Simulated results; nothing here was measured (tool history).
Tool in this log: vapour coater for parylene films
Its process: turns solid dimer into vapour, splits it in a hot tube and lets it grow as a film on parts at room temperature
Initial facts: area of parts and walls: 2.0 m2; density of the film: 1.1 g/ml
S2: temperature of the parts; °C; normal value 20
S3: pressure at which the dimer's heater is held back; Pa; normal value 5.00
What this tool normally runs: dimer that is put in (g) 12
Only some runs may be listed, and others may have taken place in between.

run 1 hour=0.0 | dimer_that_is_put_in_(g)=12 S2=20 S3=5.00 | thickness_of_the_film_(µm)=2.84
run 2 hour=25.4 | dimer_that_is_put_in_(g)=12 S2=20 S3=5.00 | thickness_of_the_film_(µm)=2.80
run 3 hour=51.4 | dimer_that_is_put_in_(g)=12 S2=20 S3=5.00 | thickness_of_the_film_(µm)=2.84
run 4 hour=74.7 | dimer_that_is_put_in_(g)=12 S2=20 S3=5.00 | thickness_of_the_film_(µm)=2.84
run 5 hour=100.1 | dimer_that_is_put_in_(g)=12 S2=20 S3=5.00 | thickness_of_the_film_(µm)=2.83
run 6 hour=115.1 | dimer_that_is_put_in_(g)=12 S2=20 S3=5.00 | thickness_of_the_film_(µm)=2.82
run 7 hour=134.1 | dimer_that_is_put_in_(g)=12 S2=20 S3=5.00 | thickness_of_the_film_(µm)=2.74
run 8 hour=156.0 | dimer_that_is_put_in_(g)=12 S2=20 S3=5.00 | thickness_of_the_film_(µm)=2.75
run 9 hour=175.2 | dimer_that_is_put_in_(g)=7 S2=20 S3=5.00 | thickness_of_the_film_(µm)=1.62
run 10 hour=200.6 | dimer_that_is_put_in_(g)=12 S2=20 S3=9.11 | thickness_of_the_film_(µm)=2.45
run 11 hour=216.1 | dimer_that_is_put_in_(g)=12 S2=20 S3=9.11 | thickness_of_the_film_(µm)=2.39
run 12 hour=235.2 | dimer_that_is_put_in_(g)=12 S2=20 S3=9.11 | thickness_of_the_film_(µm)=2.42
run 13 hour=250.6 | dimer_that_is_put_in_(g)=12 S2=20 S3=9.11 | thickness_of_the_film_(µm)=2.46
run 14 hour=273.1 | dimer_that_is_put_in_(g)=12 S2=12 S3=5.00 | thickness_of_the_film_(µm)=3.28
run 15 hour=301.1 | dimer_that_is_put_in_(g)=12 S2=12 S3=5.00 | thickness_of_the_film_(µm)=3.24
run 16 hour=313.0 | dimer_that_is_put_in_(g)=12 S2=12 S3=5.00 | thickness_of_the_film_(µm)=3.31
run 17 hour=326.3 | dimer_that_is_put_in_(g)=12 S2=12 S3=5.00 | thickness_of_the_film_(µm)=3.31
run 18 hour=354.4 | dimer_that_is_put_in_(g)=12 S2=32 S3=8.38 | thickness_of_the_film_(µm)=1.75
-- hour=361.0 trap's valve overhauled
run 19 hour=377.4 | dimer_that_is_put_in_(g)=9 S2=17 S3=8.38 | thickness_of_the_film_(µm)=1.77
run 20 hour=398.6 | dimer_that_is_put_in_(g)=12 S2=17 S3=3.94 | thickness_of_the_film_(µm)=2.66
run 21 hour=410.3 | dimer_that_is_put_in_(g)=9 S2=17 S3=2.69 | thickness_of_the_film_(µm)=2.22
run 22 hour=437.4 | dimer_that_is_put_in_(g)=9 S2=17 S3=2.69 | thickness_of_the_film_(µm)=2.14
run 23 hour=455.6 | dimer_that_is_put_in_(g)=7 S2=17 S3=7.09 | thickness_of_the_film_(µm)=1.40
-- hour=472.9 trap's valve overhauled, once more
run 24 hour=487.0 | dimer_that_is_put_in_(g)=11 S2=15 S3=7.54 | thickness_of_the_film_(µm)=2.92
run 25 hour=499.4 | dimer_that_is_put_in_(g)=18 S2=15 S3=7.92 | thickness_of_the_film_(µm)=4.61
run 26 hour=516.5 | dimer_that_is_put_in_(g)=18 S2=15 S3=7.92 | thickness_of_the_film_(µm)=4.53
run 27 hour=543.9 | dimer_that_is_put_in_(g)=6 S2=21 S3=8.22 | thickness_of_the_film_(µm)=1.30
run 28 hour=562.1 | dimer_that_is_put_in_(g)=6 S2=21 S3=8.22 | thickness_of_the_film_(µm)=1.27
run 29 hour=574.2 | dimer_that_is_put_in_(g)=6 S2=21 S3=8.22 | thickness_of_the_film_(µm)=1.29
run 30 hour=589.5 | dimer_that_is_put_in_(g)=6 S2=20 S3=5.00 | thickness_of_the_film_(µm)=1.41
run 31 hour=610.5 | dimer_that_is_put_in_(g)=6 S2=20 S3=5.00 | thickness_of_the_film_(µm)=1.45

5 ways to go on from here, each from the tool as it stands after run 31. What would each give?
run A hour=631.2 | dimer_that_is_put_in_(g)=16 S2=20 S3=5.00 | thickness_of_the_film_(µm)=?
run B hour=631.2 | dimer_that_is_put_in_(g)=10 S2=15 S3=9.12 | thickness_of_the_film_(µm)=?
run C hour=631.2 | dimer_that_is_put_in_(g)=7 S2=14 S3=3.45 | thickness_of_the_film_(µm)=?
run D hour=631.2 | dimer_that_is_put_in_(g)=12 S2=16 S3=7.14 | thickness_of_the_film_(µm)=?
run E hour=631.2 | dimer_that_is_put_in_(g)=12 S2=24 S3=9.02 | thickness_of_the_film_(µm)=?

run=A thickness_of_the_film_(µm)=3.77
run=B thickness_of_the_film_(µm)=2.44
run=C thickness_of_the_film_(µm)=2.07
run=D thickness_of_the_film_(µm)=2.98
run=E thickness_of_the_film_(µm)=2.28
The same runs, with their run-to-run variation unchanged, on a tool lacking any hidden condition would have given:
run=A thickness_of_the_film_(µm)=3.98
run=B thickness_of_the_film_(µm)=2.57
run=C thickness_of_the_film_(µm)=2.18
run=D thickness_of_the_film_(µm)=3.14
run=E thickness_of_the_film_(µm)=2.41
